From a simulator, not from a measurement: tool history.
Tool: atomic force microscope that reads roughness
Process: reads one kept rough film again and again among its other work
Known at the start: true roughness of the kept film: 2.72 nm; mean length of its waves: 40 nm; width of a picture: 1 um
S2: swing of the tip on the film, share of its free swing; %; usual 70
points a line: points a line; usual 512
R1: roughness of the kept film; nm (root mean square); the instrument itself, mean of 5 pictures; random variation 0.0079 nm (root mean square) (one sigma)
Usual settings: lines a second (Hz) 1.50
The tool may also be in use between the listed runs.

run 1 hour=0.0 | lines_a_second_(Hz)=1.50 S2=70 points_a_line=512 | R1=2.465
run 2 hour=51.7 | lines_a_second_(Hz)=1.50 S2=70 points_a_line=512 | R1=2.466
run 3 hour=95.5 | lines_a_second_(Hz)=1.50 S2=70 points_a_line=296 | R1=2.465
run 4 hour=130.7 | lines_a_second_(Hz)=1.50 S2=70 points_a_line=565 | R1=2.457
-- hour=158.8 new tip fitted
run 5 hour=175.9 | lines_a_second_(Hz)=1.06 S2=70 points_a_line=512 | R1=2.512
run 6 hour=199.1 | lines_a_second_(Hz)=0.66 S2=70 points_a_line=512 | R1=2.540
run 7 hour=226.8 | lines_a_second_(Hz)=0.66 S2=70 points_a_line=512 | R1=2.532
run 8 hour=251.4 | lines_a_second_(Hz)=0.66 S2=70 points_a_line=512 | R1=2.537
run 9 hour=286.7 | lines_a_second_(Hz)=1.50 S2=70 points_a_line=512 | R1=2.453
run 10 hour=338.5 | lines_a_second_(Hz)=1.50 S2=70 points_a_line=512 | R1=2.475
-- hour=367.3 new tip fitted
run 11 hour=370.8 | lines_a_second_(Hz)=1.50 S2=70 points_a_line=512 | R1=2.478
run 12 hour=413.7 | lines_a_second_(Hz)=1.50 S2=70 points_a_line=512 | R1=2.462
run 13 hour=439.6 | lines_a_second_(Hz)=1.50 S2=70 points_a_line=512 | R1=2.465
run 14 hour=470.9 | lines_a_second_(Hz)=1.50 S2=70 points_a_line=512 | R1=2.467
run 15 hour=518.3 | lines_a_second_(Hz)=1.50 S2=70 points_a_line=512 | R1=2.458
run 16 hour=557.8 | lines_a_second_(Hz)=1.50 S2=70 points_a_line=512 | R1=2.454
-- hour=573.9 new tip fitted
run 17 hour=594.8 | lines_a_second_(Hz)=1.50 S2=70 points_a_line=512 | R1=2.449
run 18 hour=649.2 | lines_a_second_(Hz)=1.50 S2=70 points_a_line=512 | R1=2.477
run 19 hour=686.8 | lines_a_second_(Hz)=1.50 S2=70 points_a_line=512 | R1=2.460
run 20 hour=714.2 | lines_a_second_(Hz)=1.50 S2=70 points_a_line=433 | R1=2.465
run 21 hour=741.8 | lines_a_second_(Hz)=1.50 S2=70 points_a_line=433 | R1=2.462
run 22 hour=774.1 | lines_a_second_(Hz)=1.50 S2=70 points_a_line=348 | R1=2.463
-- hour=779.7 new tip fitted
run 23 hour=810.0 | lines_a_second_(Hz)=1.50 S2=70 points_a_line=348 | R1=2.467
run 24 hour=857.6 | lines_a_second_(Hz)=2.01 S2=73 points_a_line=807 | R1=2.407
run 25 hour=902.9 | lines_a_second_(Hz)=0.73 S2=68 points_a_line=297 | R1=2.538
run 26 hour=952.0 | lines_a_second_(Hz)=2.92 S2=68 points_a_line=297 | R1=2.363
run 27 hour=977.7 | lines_a_second_(Hz)=2.57 S2=57 points_a_line=512 | R1=2.498
-- hour=986.6 new tip fitted
run 28 hour=1028.5 | lines_a_second_(Hz)=2.47 S2=78 points_a_line=281 | R1=2.290
run 29 hour=1073.1 | lines_a_second_(Hz)=1.50 S2=71 points_a_line=512 | R1=2.444
run 30 hour=1119.7 | lines_a_second_(Hz)=1.50 S2=71 points_a_line=512 | R1=2.469
run 31 hour=1173.7 | lines_a_second_(Hz)=2.02 S2=58 points_a_line=512 | R1=2.503
-- hour=1192.5 new tip fitted
run 32 hour=1214.6 | lines_a_second_(Hz)=2.02 S2=58 points_a_line=512 | R1=2.515
run 33 hour=1250.7 | lines_a_second_(Hz)=2.75 S2=59 points_a_line=582 | R1=2.471
run 34 hour=1299.9 | lines_a_second_(Hz)=2.75 S2=59 points_a_line=582 | R1=2.473
run 35 hour=1331.3 | lines_a_second_(Hz)=2.75 S2=59 points_a_line=582 | R1=2.482
run 36 hour=1355.8 | lines_a_second_(Hz)=2.75 S2=59 points_a_line=582 | R1=2.472
run 37 hour=1392.1 | lines_a_second_(Hz)=1.65 S2=66 points_a_line=560 | R1=2.473
-- hour=1400.8 new tip fitted
run 38 hour=1421.1 | lines_a_second_(Hz)=1.65 S2=66 points_a_line=305 | R1=2.467
run 39 hour=1452.2 | lines_a_second_(Hz)=1.50 S2=85 points_a_line=341 | R1=2.324
run 40 hour=1495.4 | lines_a_second_(Hz)=1.50 S2=85 points_a_line=341 | R1=2.321
run 41 hour=1530.1 | lines_a_second_(Hz)=1.50 S2=85 points_a_line=341 | R1=2.326
run 42 hour=1581.3 | lines_a_second_(Hz)=1.40 S2=67 points_a_line=554 | R1=2.489
-- hour=1608.7 new tip fitted
run 43 hour=1621.9 | lines_a_second_(Hz)=1.40 S2=88 points_a_line=476 | R1=2.315

Measured less the same run without the tool's hidden state. The same run-to-run variation is in both; the gauge's scatter may not be:
The hidden state here: radius of the tip, nm; height scale over the true one, %; drift of the gauge itself on roughness_nm, %.
run=1 R1=-0.002
run=2 R1=-0.004
run=3 R1=-0.005
run=4 R1=-0.006
run=5 R1=-0.002
run=6 R1=-0.003
run=7 R1=-0.004
run=8 R1=-0.004
run=9 R1=-0.005
run=10 R1=-0.007
run=11 R1=-0.001
run=12 R1=-0.003
run=13 R1=-0.003
run=14 R1=-0.005
run=15 R1=-0.005
run=16 R1=-0.007
run=17 R1=-0.002
run=18 R1=-0.003
run=19 R1=-0.004
run=20 R1=-0.006
run=21 R1=-0.006
run=22 R1=-0.007
run=23 R1=-0.002
run=24 R1=-0.004
run=25 R1=-0.005
run=26 R1=-0.006
run=27 R1=-0.007
run=28 R1=-0.002
run=29 R1=-0.003
run=30 R1=-0.005
run=31 R1=-0.007
run=32 R1=-0.001
run=33 R1=-0.003
run=34 R1=-0.004
run=35 R1=-0.005
run=36 R1=-0.006
run=37 R1=-0.008
run=38 R1=-0.002
run=39 R1=-0.003
run=40 R1=-0.004
run=41 R1=-0.006
run=42 R1=-0.007
run=43 R1=-0.001
